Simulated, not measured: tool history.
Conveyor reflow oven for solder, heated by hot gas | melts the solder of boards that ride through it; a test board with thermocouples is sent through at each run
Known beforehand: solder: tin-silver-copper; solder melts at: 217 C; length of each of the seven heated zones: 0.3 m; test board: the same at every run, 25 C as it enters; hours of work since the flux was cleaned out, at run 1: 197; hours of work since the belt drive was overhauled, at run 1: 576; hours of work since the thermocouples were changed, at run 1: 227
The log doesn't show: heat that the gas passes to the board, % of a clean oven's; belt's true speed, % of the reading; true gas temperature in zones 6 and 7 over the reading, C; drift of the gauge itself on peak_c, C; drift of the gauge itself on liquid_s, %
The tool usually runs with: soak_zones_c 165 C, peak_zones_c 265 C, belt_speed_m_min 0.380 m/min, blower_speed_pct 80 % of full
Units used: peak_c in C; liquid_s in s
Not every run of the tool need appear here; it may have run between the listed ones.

run   hour  soak_zones_c  peak_zones_c  belt_speed_m_min  blower_speed_pct  hours of work since the flux was cleaned out  hours of work since the belt drive was overhauled  hours of work since the thermocouples were changed  peak_c  liquid_s
  1    0.0           165           265             0.380                80                                           197                                                576                                                 227   250.1      64.8
  2   31.1           165           265             0.380                80                                           220                                                599                                                 250   249.3      65.4
  3   62.8           165           265             0.404                80                                           244                                                622                                                 274   248.0      59.2
  4   87.5           165           265             0.404                80                                           262                                                641                                                 292   247.4      58.9
  5  114.8           165           265             0.340                80                                           283                                                661                                                 312   251.5      76.4
  6  146.8           165           265             0.340                80                                           307                                                685                                                 336   252.7      77.2
  7  181.1           165           265             0.380                80                                           332                                                710                                                 362   248.8      63.7
  8  202.5           165           265             0.380                80                                           348                                                726                                                 378   249.5      64.3
     223.3  -- flux residue cleaned out of gas plates and filters
  9  240.2           161           265             0.380                80                                            13                                                750                                                 402   248.8      63.9
 10  264.4           161           265             0.380                80                                            31                                                768                                                 420   248.8      62.8
 11  300.0           158           265             0.380                80                                            57                                                795                                                 446   248.3      62.6
 12  322.0           158           272             0.380                80                                            73                                                811                                                 463   254.9      67.7
 13  349.3           158           272             0.380                80                                            94                                                832                                                 483   254.9      67.8
 14  379.8           165           265             0.380                80                                           116                                                854                                                 506   249.4      65.0
 15  403.6           165           265             0.402                80                                           134                                                872                                                 523   248.5      57.7
 16  436.5           165           265             0.402                80                                           159                                                896                                                 548   247.5      59.9
 17  473.3           162           265             0.380                58                                           186                                                924                                                 575   243.4      56.3
 18  499.3           175           265             0.353                80                                           205                                                943                                                 595   252.9      80.2
 19  515.2           175           265             0.353                80                                           217                                                955                                                 606   253.5      78.9
 20  530.9           175           265             0.353                80                                           229                                                967                                                 618   252.8      79.0
 21  558.3           166           265             0.383                62                                           249                                                987                                                 638   245.5      59.4
 22  589.8           177           260             0.387                65                                           273                                               1010                                                 662   243.5      61.8

Run 23 is up next; what results do you expect?
 23  619.6           158           260             0.387                65                                           295                                               1033                                                 684       ?         ?

{"run 23": {"peak_c": 239.8, "liquid_s": 50.3}}
Minus the tool's unlogged condition, the same run would have read peak_c 239.8 C, liquid_s 50.1 s.

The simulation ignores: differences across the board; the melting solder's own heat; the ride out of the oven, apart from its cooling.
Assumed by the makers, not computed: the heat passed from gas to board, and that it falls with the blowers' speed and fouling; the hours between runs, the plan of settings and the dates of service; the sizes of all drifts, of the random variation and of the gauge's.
